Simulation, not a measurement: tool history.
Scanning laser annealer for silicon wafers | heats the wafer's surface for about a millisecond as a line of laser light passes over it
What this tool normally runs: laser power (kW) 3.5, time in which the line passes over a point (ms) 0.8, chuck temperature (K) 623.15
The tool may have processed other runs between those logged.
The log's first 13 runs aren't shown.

| run | day | laser power (kW) | time in which the line passes over a point (ms) | chuck temperature (K) | highest temperature of the surface (K) |
|---|---|---|---|---|---|
| 14 | 16.633 | 3.5 | 0.8 | 624.15 | 1390.15 |
| 15 | 17.558 | 3.5 | 0.608 | 623.15 | 1299.15 |
| 16 | 19.117 | 3.253 | 0.8 | 623.15 | 1338.15 |
| 17 | 20.35 | 3.5 | 0.64 | 623.15 | 1316.15 |
|  | 21.662 | optics aligned, line set to its width |
| 18 | 21.662 | 3.5 | 0.64 | 623.15 | 1314.15 |
| 19 | 22.846 | 3.5 | 0.64 | 623.15 | 1320.15 |
| 20 | 23.542 | 3.5 | 0.8 | 623.15 | 1391.15 |
| 21 | 25.225 | 3.5 | 0.8 | 623.15 | 1393.15 |
|  | 26.258 | window over the wafer cleaned |
| 22 | 26.258 | 3.5 | 0.913 | 594.15 | 1414.15 |
| 23 | 26.996 | 3.556 | 0.94 | 641.15 | 1483.15 |
| 24 | 27.912 | 3.556 | 0.949 | 622.15 | 1464.15 |
| 25 | 29.029 | 3.607 | 0.864 | 599.15 | 1418.15 |
| 26 | 30.412 | 3.639 | 0.881 | 626.15 | 1463.15 |
| 27 | 31.592 | 3.332 | 0.756 | 654.15 | 1370.15 |
| 28 | 32.592 | 3.041 | 0.701 | 638.15 | 1267.15 |
| 29 | 33.346 | 3.041 | 0.701 | 638.15 | 1265.15 |
| 30 | 34.892 | 3.041 | 0.701 | 638.15 | 1269.15 |
| 31 | 35.725 | 3.253 | 0.976 | 623.15 | 1407.15 |
| 32 | 36.892 | 3.253 | 0.617 | 618.15 | 1256.15 |
| 33 | 37.846 | 3.736 | 0.967 | 623.15 | 1519.15 |
| 34 | 39.075 | 3.736 | 0.967 | 623.15 | 1520.15 |
| 35 | 40.15 | 3.067 | 0.833 | 587.15 | 1272.15 |
| 36 | 41.404 | 3.715 | 0.612 | 585.15 | 1310.15 |

For run 37, what comes out?
| 37 | 42.492 | 3.544 | 0.66 | 602.15 | ? |

highest temperature of the surface (K): 1317.15
Had the tool carried no hidden state, the very same run would have given highest temperature of the surface (K) 1318.15.
